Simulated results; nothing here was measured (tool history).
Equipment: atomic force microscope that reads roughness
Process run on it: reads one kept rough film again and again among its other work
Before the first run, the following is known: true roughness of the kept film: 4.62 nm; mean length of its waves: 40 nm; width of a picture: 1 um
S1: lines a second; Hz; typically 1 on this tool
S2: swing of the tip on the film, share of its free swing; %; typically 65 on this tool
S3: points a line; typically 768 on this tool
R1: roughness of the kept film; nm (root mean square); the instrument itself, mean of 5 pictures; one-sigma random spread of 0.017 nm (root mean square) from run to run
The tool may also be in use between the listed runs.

run   hour    S1  S2   S3     R1
  1      0     1  65  768  4.166
  2     34     1  65  768  3.956
  3   82.5     1  65  768  3.715
  4  117.1     1  65  984  3.563
       124  -- new tip fitted
  5  157.3  1.62  65  768  3.931
  6  199.6     1  65  768   3.76
       205  -- height scale calibrated on a step standard
     249.6  -- new tip fitted
  7  275.8  2.65  59  768  3.961
  8  349.1  0.98  85  646  3.453
     376.9  -- new tip fitted
  9  419.3  0.98  85  646  3.854
       450  -- height scale calibrated on a step standard, once more
 10  484.7  0.98  85  646  3.501
     506.4  -- new tip fitted
 11  515.8     1  67  456  4.087

4 ways to go on from here, each from the tool as it stands after run 11. What would each give?
  A  562.9     1  87  751   ?
  B  562.9  0.94  59  456   ?
  C  562.9     1  62  768   ?
  D  562.9     1  64  623   ?

run     R1
  A  3.626
  B  3.796
  C  3.811
  D  3.801
Take away the tool's hidden state, keep each run's random variation, and the runs would have read:
run     R1
  A  3.991
  B  4.178
  C  4.195
  D  4.184

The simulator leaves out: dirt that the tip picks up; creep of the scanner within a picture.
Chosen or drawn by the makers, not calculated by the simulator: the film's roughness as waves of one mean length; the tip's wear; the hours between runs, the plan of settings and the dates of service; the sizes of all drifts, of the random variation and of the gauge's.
